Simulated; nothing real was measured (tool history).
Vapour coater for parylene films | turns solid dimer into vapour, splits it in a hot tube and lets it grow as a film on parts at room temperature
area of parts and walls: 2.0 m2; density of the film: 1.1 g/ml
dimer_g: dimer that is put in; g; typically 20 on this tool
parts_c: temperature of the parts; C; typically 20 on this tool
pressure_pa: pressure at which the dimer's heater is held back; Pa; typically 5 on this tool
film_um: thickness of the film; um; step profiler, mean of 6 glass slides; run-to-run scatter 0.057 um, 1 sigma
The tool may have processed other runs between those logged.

run	hour	dimer_g	parts_c	pressure_pa	film_um
1	0	20	20	5	6.84
2	36.7	21	20	5	7.11
3	79.7	20	20	5	6.53
4	120.4	20	20	5	6.43
5	161.3	20	20	5	6.18
6	190	11	20	5	3.37
7	213.5	20	20	5	5.99
# hour 244.3: trap's valve overhauled
8	259.5	20	31	5	3.26
9	306.4	20	24	5	4.38
10	345.1	20	24	5	4.32
11	380.3	20	24	5	4.16
# hour 397.6: trap's valve overhauled, once more
12	428.3	20	24	5	5.86
13	460.2	20	24	5	5.71
# hour 494: table's thermometer calibrated
14	494	20	24	5	5.2
15	528.3	20	21	5	5.92
16	559	20	21	5	5.9
17	596.5	20	21	5	5.69
18	640.3	20	21	5	5.62
# hour 664.7: trap's valve overhauled
19	687.8	18	20	5	5.92
20	728.8	18	20	5	5.95
21	751.2	18	20	5	5.73
22	770.8	20	20	5	6.26
23	793.9	20	20	5	6.25
24	835.5	20	20	5	6.16
25	883	20	20	5	6
26	915.8	20	31	5	3.45
# hour 930.2: trap's valve overhauled
27	944	20	31	5	4.08
28	979.5	31	23	2.18	10.15
29	1023.3	31	23	2.18	9.86
30	1045	31	23	2.18	9.94
31	1082.1	31	23	2.18	9.58
32	1102	31	23	2.18	9.49
33	1122.5	31	23	2.18	9.36
34	1147.3	10	17	11.25	3.1
35	1171.6	20	23	2.89	5.66
# hour 1194.8: trap's valve overhauled
36	1200.6	24	20	5	8.13
37	1247.2	20	27	6.09	4.7
38	1276.7	20	27	6.09	4.63
39	1314.9	20	25	2.49	5.56
40	1354.9	20	25	2.49	5.62
41	1375.4	12	20	5	3.72
42	1399.3	12	20	5	3.71
43	1421.3	16	28	5	3.39
# hour 1461.1: trap's valve overhauled
44	1471.4	16	28	5	3.76
45	1504.9	15	28	8	3.26
46	1548.5	15	28	8	3.1
47	1593.4	25	20	2.29	8.91

Predict each of these 3 candidate next runs independently; none follows another, all start after run 47:
A	1638.7	11	20	2.29	?
B	1638.7	19	18	5	?
C	1638.7	21	16	10.19	?

run	film_um
A	3.87
B	6.47
C	6.95
What these runs would have given with no unlogged condition in the tool:
run	film_um
A	4.2
B	7.01
C	7.53

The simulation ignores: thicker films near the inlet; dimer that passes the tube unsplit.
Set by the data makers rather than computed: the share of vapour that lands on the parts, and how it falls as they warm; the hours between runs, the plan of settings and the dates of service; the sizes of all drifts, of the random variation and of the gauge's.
